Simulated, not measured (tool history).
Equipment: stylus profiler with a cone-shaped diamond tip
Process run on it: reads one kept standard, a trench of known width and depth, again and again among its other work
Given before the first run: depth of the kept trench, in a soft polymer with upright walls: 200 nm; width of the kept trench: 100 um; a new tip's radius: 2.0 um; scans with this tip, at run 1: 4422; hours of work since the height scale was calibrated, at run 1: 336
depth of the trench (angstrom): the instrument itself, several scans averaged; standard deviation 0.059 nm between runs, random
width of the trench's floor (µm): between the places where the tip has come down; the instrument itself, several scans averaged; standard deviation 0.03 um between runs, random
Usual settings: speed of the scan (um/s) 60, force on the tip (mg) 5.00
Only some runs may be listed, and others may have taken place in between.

| run | hour | speed of the scan (um/s) | force on the tip (mg) | scans with this tip | hours of work since the height scale was calibrated | depth of the trench (angstrom) | width of the trench's floor (µm) |
|---|---|---|---|---|---|---|---|
| 1 | 0.0 | 60 | 5.00 | 4422 | 336 | 2028.8 | 97.90 |
| 2 | 66.1 | 60 | 12.68 | 4920 | 374 | 2053.9 | 97.96 |
| 3 | 141.0 | 60 | 12.68 | 5484 | 417 | 2053.9 | 97.93 |
| 4 | 205.5 | 60 | 4.69 | 5970 | 454 | 2026.8 | 97.88 |
| 5 | 259.7 | 60 | 4.69 | 6378 | 485 | 2026.0 | 97.86 |
| 6 | 316.5 | 60 | 4.69 | 6806 | 518 | 2025.9 | 97.82 |
| 7 | 391.6 | 60 | 4.69 | 7371 | 561 | 2026.2 | 97.76 |
| 8 | 432.5 | 60 | 4.69 | 7679 | 584 | 2024.8 | 97.76 |
| 9 | 476.1 | 60 | 4.69 | 8008 | 609 | 2024.7 | 97.74 |
| 10 | 553.2 | 37 | 10.63 | 8588 | 654 | 2045.8 | 97.81 |
| 11 | 588.1 | 16 | 1.91 | 8852 | 674 | 2010.6 | 97.77 |
| 12 | 622.1 | 72 | 2.39 | 9108 | 693 | 2013.5 | 97.63 |
| 13 | 661.6 | 60 | 7.06 | 9406 | 716 | 2033.6 | 97.74 |
| 14 | 732.2 | 59 | 6.92 | 9937 | 756 | 2033.7 | 97.76 |
| 15 | 772.3 | 59 | 6.92 | 10239 | 779 | 2033.6 | 97.66 |
| 16 | 821.4 | 59 | 6.92 | 10609 | 807 | 2033.3 | 97.68 |
| 17 | 872.3 | 30 | 2.06 | 10992 | 836 | 2011.1 | 97.69 |
| 18 | 922.2 | 30 | 6.30 | 11368 | 865 | 2030.4 | 97.78 |

Each row is a separate what-if for the run after 18, all from the same tool condition, not one after another. Results?
| A | 962.7 | 51 | 6.30 | 11674 | 888 | ? | ? |
| B | 962.7 | 60 | 2.92 | 11674 | 888 | ? | ? |
| C | 962.7 | 17 | 2.40 | 11674 | 888 | ? | ? |
| D | 962.7 | 66 | 3.79 | 11674 | 888 | ? | ? |

| run | depth of the trench (angstrom) | width of the trench's floor (µm) |
|---|---|---|
| A | 2030.0 | 97.67 |
| B | 2016.4 | 97.58 |
| C | 2012.9 | 97.72 |
| D | 2019.5 | 97.59 |
Stripped of hidden state, with their random variation kept, the same runs would have yielded:
| run | depth of the trench (angstrom) | width of the trench's floor (µm) |
|---|---|---|
| A | 2035.6 | 98.15 |
| B | 2021.9 | 98.06 |
| C | 2018.5 | 98.20 |
| D | 2025.1 | 98.07 |
